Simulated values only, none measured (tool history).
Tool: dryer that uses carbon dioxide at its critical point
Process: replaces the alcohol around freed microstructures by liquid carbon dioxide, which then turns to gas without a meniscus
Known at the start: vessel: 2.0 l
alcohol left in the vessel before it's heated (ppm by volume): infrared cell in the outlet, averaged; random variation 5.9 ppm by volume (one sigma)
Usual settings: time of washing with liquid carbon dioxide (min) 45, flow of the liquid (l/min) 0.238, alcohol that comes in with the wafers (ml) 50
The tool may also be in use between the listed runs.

| run | hour | time of washing with liquid carbon dioxide (min) | flow of the liquid (l/min) | alcohol that comes in with the wafers (ml) | alcohol left in the vessel before it's heated (ppm by volume) |
|---|---|---|---|---|---|
| 1 | 0.0 | 45 | 0.238 | 50 | 265 |
| 2 | 52.2 | 45 | 0.238 | 67 | 359 |
| 3 | 74.9 | 45 | 0.238 | 50 | 293 |
| 4 | 101.0 | 45 | 0.238 | 50 | 293 |
| 5 | 134.8 | 45 | 0.238 | 43 | 280 |
| 6 | 179.9 | 45 | 0.238 | 43 | 288 |
| 7 | 205.8 | 45 | 0.171 | 50 | 1032 |
| 8 | 247.0 | 28 | 0.171 | 50 | 3333 |
| 9 | 298.9 | 28 | 0.171 | 50 | 3360 |
| 10 | 333.2 | 28 | 0.171 | 50 | 3437 |
|  | 375.2 | inlet filter changed |
| 11 | 389.4 | 28 | 0.171 | 50 | 3140 |
| 12 | 424.7 | 45 | 0.238 | 50 | 325 |
| 13 | 475.2 | 45 | 0.238 | 50 | 330 |
| 14 | 502.9 | 45 | 0.238 | 50 | 344 |
| 15 | 541.7 | 45 | 0.238 | 50 | 358 |
| 16 | 564.9 | 45 | 0.238 | 50 | 368 |
| 17 | 608.4 | 45 | 0.238 | 50 | 384 |
| 18 | 647.1 | 49 | 0.238 | 60 | 336 |
| 19 | 676.9 | 31 | 0.299 | 26 | 385 |
| 20 | 701.1 | 55 | 0.368 | 22 | 169 |
| 21 | 756.8 | 32 | 0.255 | 71 | 1192 |
| 22 | 779.7 | 32 | 0.311 | 39 | 421 |
| 23 | 805.3 | 54 | 0.396 | 30 | 188 |
| 24 | 842.3 | 35 | 0.354 | 30 | 267 |
| 25 | 878.0 | 35 | 0.354 | 30 | 261 |
| 26 | 913.7 | 53 | 0.354 | 44 | 217 |
|  | 924.4 | purifier's bed changed |
| 27 | 949.5 | 69 | 0.354 | 87 | 4 |
| 28 | 992.5 | 45 | 0.186 | 50 | 765 |
| 29 | 1018.2 | 30 | 0.274 | 118 | 1815 |
|  | 1053.3 | inlet filter changed |
| 30 | 1072.6 | 29 | 0.274 | 48 | 677 |
| 31 | 1114.8 | 67 | 0.313 | 48 | 44 |
| 32 | 1161.3 | 45 | 0.261 | 50 | 176 |
| 33 | 1202.7 | 45 | 0.261 | 39 | 148 |
| 34 | 1229.4 | 45 | 0.195 | 39 | 468 |

4 ways to go on from here, each from the tool as it stands after run 34. What would each give?
| A | 1274.9 | 65 | 0.188 | 39 | ? |
| B | 1274.9 | 29 | 0.195 | 95 | ? |
| C | 1274.9 | 45 | 0.210 | 39 | ? |
| D | 1274.9 | 34 | 0.294 | 48 | ? |

| run | alcohol left in the vessel before it's heated (ppm by volume) |
|---|---|
| A | 156 |
| B | 4118 |
| C | 380 |
| D | 343 |
Without the tool's hidden state the same runs would have given:
| run | alcohol left in the vessel before it's heated (ppm by volume) |
|---|---|
| A | 85 |
| B | 3852 |
| C | 291 |
| D | 258 |

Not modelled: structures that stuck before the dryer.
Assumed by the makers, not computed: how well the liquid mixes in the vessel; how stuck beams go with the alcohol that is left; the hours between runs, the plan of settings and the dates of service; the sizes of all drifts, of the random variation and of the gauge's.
